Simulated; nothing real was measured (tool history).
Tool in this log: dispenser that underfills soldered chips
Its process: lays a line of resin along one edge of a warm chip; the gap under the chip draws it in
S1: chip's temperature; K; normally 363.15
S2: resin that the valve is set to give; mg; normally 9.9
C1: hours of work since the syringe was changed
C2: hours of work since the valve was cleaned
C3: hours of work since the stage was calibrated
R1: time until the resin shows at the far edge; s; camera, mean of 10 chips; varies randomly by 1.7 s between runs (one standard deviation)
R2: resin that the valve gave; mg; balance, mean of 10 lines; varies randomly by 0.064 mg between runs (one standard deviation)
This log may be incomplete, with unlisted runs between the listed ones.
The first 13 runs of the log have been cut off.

Run 14, day 3.392: usual settings but S1 373.15 K; C1 4; C2 35; C3 183. Result: R1 161.2 s, R2 9.61 mg.
Run 15, day 3.546: usual settings but S1 373.15 K; C1 6; C2 38; C3 186. Result: R1 182 s, R2 9.68 mg.
Run 16, day 3.746: usual settings but S1 359.15 K, S2 9.64 mg; C1 10; C2 41; C3 189. Result: R1 325.8 s, R2 9.42 mg.
At day 3.908: new syringe of resin.
Run 17, day 3.975: usual settings but S1 354.15 K, S2 8.88 mg; C1 1; C2 44; C3 192. Result: R1 250.1 s, R2 8.66 mg.
Run 18, day 4.175: usual settings but S1 368.15 K, S2 10.85 mg; C1 4; C2 47; C3 196. Result: R1 189.8 s, R2 10.49 mg.
Run 19, day 4.438: usual settings but S1 372.15 K, S2 8.65 mg; C1 8; C2 52; C3 200. Result: R1 213.4 s, R2 8.35 mg.
At day 4.662: new syringe of resin.
Run 20, day 4.783: usual settings but S1 371.15 K, S2 10.21 mg; C1 2; C2 57; C3 205. Result: R1 154.2 s, R2 9.79 mg.
Run 21, day 5.008: usual settings but S1 371.15 K, S2 10.21 mg; C1 6; C2 61; C3 209. Result: R1 188.4 s, R2 9.78 mg.
Run 22, day 5.196: usual settings but S1 359.15 K, S2 12.1 mg; C1 9; C2 64; C3 212. Result: R1 302.3 s, R2 11.6 mg.
At day 5.404: new syringe of resin.
Run 23, day 5.5: usual settings but S1 354.15 K, S2 9.47 mg; C1 1; C2 68; C3 216. Result: R1 250 s, R2 8.98 mg.
Run 24, day 5.796: usual settings but S1 369.15 K, S2 12 mg; C1 6; C2 73; C3 221. Result: R1 201.3 s, R2 11.53 mg.
At day 6.142: new syringe of resin.
Run 25, day 6.142: usual settings but S1 353.15 K, S2 11.35 mg; C1 0; C2 78; C3 227. Result: R1 237.5 s, R2 10.9 mg.
Run 26, day 6.321: usual settings but S1 353.15 K, S2 10 mg; C1 3; C2 81; C3 229. Result: R1 276 s, R2 9.44 mg.
Run 27, day 6.621: usual settings but S1 355.15 K, S2 10 mg; C1 8; C2 86; C3 234. Result: R1 327.4 s, R2 9.46 mg.
At day 6.9: new syringe of resin.
Run 28, day 6.967: usual settings but S1 355.15 K, S2 10 mg; C1 1; C2 91; C3 240. Result: R1 243.2 s, R2 9.41 mg.
Run 29, day 7.2: usual settings but S1 350.15 K, S2 10 mg; C1 5; C2 95; C3 243. Result: R1 343.7 s, R2 9.37 mg.
Run 30, day 7.575: usual settings but S1 361.15 K, S2 9.97 mg; C1 11; C2 101; C3 249. Result: R1 337.3 s, R2 9.35 mg.

Each row is a separate what-if for the run after 30, all from the same tool condition, not one after another. Results?
At day 7.638: new syringe of resin.
Run A, day 7.767: usual settings but S1 353.15 K, S2 9.67 mg; C1 2; C2 104; C3 252. Result: R1 ?, R2 ?.
At day 7.638: new syringe of resin.
Run B, day 7.767: usual settings but S1 349.15 K, S2 10.25 mg; C1 2; C2 104; C3 252. Result: R1 ?, R2 ?.
At day 7.638: new syringe of resin.
Run C, day 7.767: usual settings but S1 367.15 K, S2 11.63 mg; C1 2; C2 104; C3 252. Result: R1 ?, R2 ?.
At day 7.638: new syringe of resin.
Run D, day 7.767: usual settings but S1 357.15 K, S2 12.7 mg; C1 2; C2 104; C3 252. Result: R1 ?, R2 ?.
At day 7.638: new syringe of resin.
Run E, day 7.767: usual settings but S1 376.15 K, S2 11.77 mg; C1 2; C2 104; C3 252. Result: R1 ?, R2 ?.

run     R1     R2
  A  263.8   8.94
  B  304.6   9.62
  C  174.8  10.82
  D  236.4  12.01
  E  135.9  11.01
The same runs, with their run-to-run variation unchanged, on a tool lacking any hidden condition would have given:
run     R1     R2
  A  224.8   9.57
  B    260   10.3
  C  150.5  11.59
  D  203.3  12.86
  E  117.4  11.79
